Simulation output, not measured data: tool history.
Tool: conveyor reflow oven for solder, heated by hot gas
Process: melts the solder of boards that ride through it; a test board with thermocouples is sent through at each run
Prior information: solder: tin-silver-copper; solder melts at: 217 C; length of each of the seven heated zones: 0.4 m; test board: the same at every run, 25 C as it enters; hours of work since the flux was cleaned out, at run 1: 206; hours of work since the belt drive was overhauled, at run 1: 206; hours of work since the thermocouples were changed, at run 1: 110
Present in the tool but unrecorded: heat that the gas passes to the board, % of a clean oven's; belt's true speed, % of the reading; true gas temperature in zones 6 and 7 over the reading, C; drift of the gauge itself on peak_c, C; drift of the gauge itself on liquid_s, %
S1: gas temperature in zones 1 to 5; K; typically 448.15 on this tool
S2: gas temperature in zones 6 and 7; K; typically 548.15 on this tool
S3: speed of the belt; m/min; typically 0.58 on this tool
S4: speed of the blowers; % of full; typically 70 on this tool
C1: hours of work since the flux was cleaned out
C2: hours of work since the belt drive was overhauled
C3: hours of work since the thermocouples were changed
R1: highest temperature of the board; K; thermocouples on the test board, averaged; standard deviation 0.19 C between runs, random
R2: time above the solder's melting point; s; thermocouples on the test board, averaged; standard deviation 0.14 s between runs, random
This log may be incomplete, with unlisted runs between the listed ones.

Run 1, hour 0: usual settings; C1 206; C2 206; C3 110. Result: R1 531.45 K, R2 66.3 s.
Run 2, hour 13.9: usual settings but S1 444.15 K; C1 215; C2 215; C3 119. Result: R1 530.95 K, R2 64.2 s.
Run 3, hour 29.5: usual settings but S2 560.15 K; C1 225; C2 225; C3 130. Result: R1 541.85 K, R2 72 s.
Run 4, hour 42.7: usual settings but S2 560.15 K; C1 234; C2 234; C3 138. Result: R1 541.75 K, R2 72.2 s.
Run 5, hour 59.3: usual settings but S2 560.15 K; C1 245; C2 245; C3 149. Result: R1 541.75 K, R2 72.1 s.
Run 6, hour 68.2: usual settings but S2 560.15 K, S3 0.669 m/min; C1 251; C2 251; C3 155. Result: R1 536.35 K, R2 59.4 s.
Run 7, hour 83: usual settings but S2 560.15 K, S3 0.669 m/min; C1 261; C2 261; C3 165. Result: R1 536.35 K, R2 59.1 s.
Run 8, hour 95: usual settings but S2 560.15 K, S3 0.669 m/min; C1 268; C2 268; C3 173. Result: R1 536.45 K, R2 59.3 s.
Run 9, hour 106.5: usual settings but S2 561.15 K; C1 276; C2 276; C3 180. Result: R1 542.45 K, R2 72.9 s.
Run 10, hour 126.6: usual settings but S4 88 % of full; C1 289; C2 289; C3 194. Result: R1 535.15 K, R2 69.1 s.
Run 11, hour 135.6: usual settings but S3 0.617 m/min; C1 295; C2 295; C3 200. Result: R1 529.45 K, R2 60.4 s.
Run 12, hour 156.5: usual settings but S3 0.471 m/min; C1 309; C2 309; C3 213. Result: R1 537.35 K, R2 87.4 s.
Run 13, hour 167.7: usual settings but S3 0.471 m/min; C1 316; C2 316; C3 221. Result: R1 536.95 K, R2 87.3 s.
Run 14, hour 188: usual settings but S3 0.471 m/min; C1 330; C2 330; C3 234. Result: R1 537.35 K, R2 87.3 s.
Run 15, hour 198: usual settings but S3 0.471 m/min, S4 65 % of full; C1 336; C2 336; C3 241. Result: R1 536.65 K, R2 86.5 s.
Run 16, hour 217.2: usual settings but S4 79 % of full; C1 349; C2 349; C3 253. Result: R1 533.05 K, R2 68 s.
Run 17, hour 239.2: usual settings but S1 459.15 K, S2 560.15 K, S3 0.588 m/min, S4 58 % of full; C1 364; C2 364; C3 268. Result: R1 539.85 K, R2 74.3 s.
Run 18, hour 259: usual settings but S1 439.15 K, S2 553.15 K, S3 0.491 m/min, S4 76 % of full; C1 377; C2 377; C3 281. Result: R1 540.95 K, R2 82.6 s.
Run 19, hour 277.5: usual settings but S1 442.15 K, S3 0.548 m/min; C1 389; C2 389; C3 293. Result: R1 532.05 K, R2 68.5 s.
Run 20, hour 294.1: usual settings but S1 450.15 K, S3 0.481 m/min, S4 57 % of full; C1 400; C2 400; C3 304. Result: R1 534.25 K, R2 83.4 s.
At hour 305.5: flux residue cleaned out of gas plates and filters.
Run 21, hour 315.5: usual settings but S1 459.15 K, S2 555.15 K, S3 0.478 m/min, S4 75 % of full; C1 7; C2 411; C3 315. Result: R1 545.65 K, R2 95.2 s.
Run 22, hour 329.4: usual settings but S1 459.15 K, S2 555.15 K, S3 0.478 m/min, S4 75 % of full; C1 16; C2 420; C3 324. Result: R1 545.95 K, R2 95 s.
Run 23, hour 342.9: usual settings but S1 459.15 K, S2 555.15 K, S3 0.478 m/min, S4 75 % of full; C1 25; C2 429; C3 333. Result: R1 545.35 K, R2 94.9 s.
Run 24, hour 358: usual settings but S1 456.15 K, S2 550.15 K, S3 0.553 m/min, S4 55 % of full; C1 35; C2 439; C3 343. Result: R1 532.15 K, R2 72.8 s.
Run 25, hour 378.2: usual settings but S4 78 % of full; C1 48; C2 452; C3 356. Result: R1 533.25 K, R2 67.9 s.
Run 26, hour 399: usual settings but S4 78 % of full; C1 62; C2 466; C3 370. Result: R1 532.95 K, R2 67.7 s.
Run 27, hour 416.6: usual settings but S1 454.15 K, S2 550.15 K, S4 78 % of full; C1 73; C2 477; C3 381. Result: R1 536.05 K, R2 71.6 s.
Run 28, hour 428.8: usual settings but S1 454.15 K, S2 550.15 K, S4 78 % of full; C1 81; C2 485; C3 390. Result: R1 535.75 K, R2 71.7 s.
Run 29, hour 441.9: usual settings but S1 454.15 K, S2 550.15 K, S4 78 % of full; C1 90; C2 494; C3 398. Result: R1 535.95 K, R2 71.3 s.
Run 30, hour 457.5: usual settings but S1 454.15 K, S2 550.15 K, S4 78 % of full; C1 100; C2 504; C3 408. Result: R1 535.75 K, R2 71.4 s.
Run 31, hour 472.6: usual settings but S1 454.15 K, S2 550.15 K, S4 78 % of full; C1 110; C2 514; C3 418. Result: R1 535.85 K, R2 71.3 s.

Each row is a separate what-if for the run after 31, all from the same tool condition, not one after another. Results?
Run A, hour 489.3: usual settings but S1 455.15 K, S2 550.15 K, S4 78 % of full; C1 121; C2 525; C3 429. Result: R1 ?, R2 ?.
Run B, hour 489.3: usual settings but S2 557.15 K, S4 67 % of full; C1 121; C2 525; C3 429. Result: R1 ?, R2 ?.
Run C, hour 489.3: usual settings but S1 439.15 K, S2 550.15 K, S4 78 % of full; C1 121; C2 525; C3 429. Result: R1 ?, R2 ?.
Run D, hour 489.3: usual settings but S1 433.15 K, S2 556.15 K, S4 76 % of full; C1 121; C2 525; C3 429. Result: R1 ?, R2 ?.

run      R1    R2
  A  535.85  71.8
  B  538.35  70.7
  C  533.65  65.1
  D  537.55  65.3
Take away the tool's hidden state, keep each run's random variation, and the runs would have read:
run      R1    R2
  A  535.85  71.8
  B  538.35  70.7
  C  533.65  65.1
  D  537.55  65.3
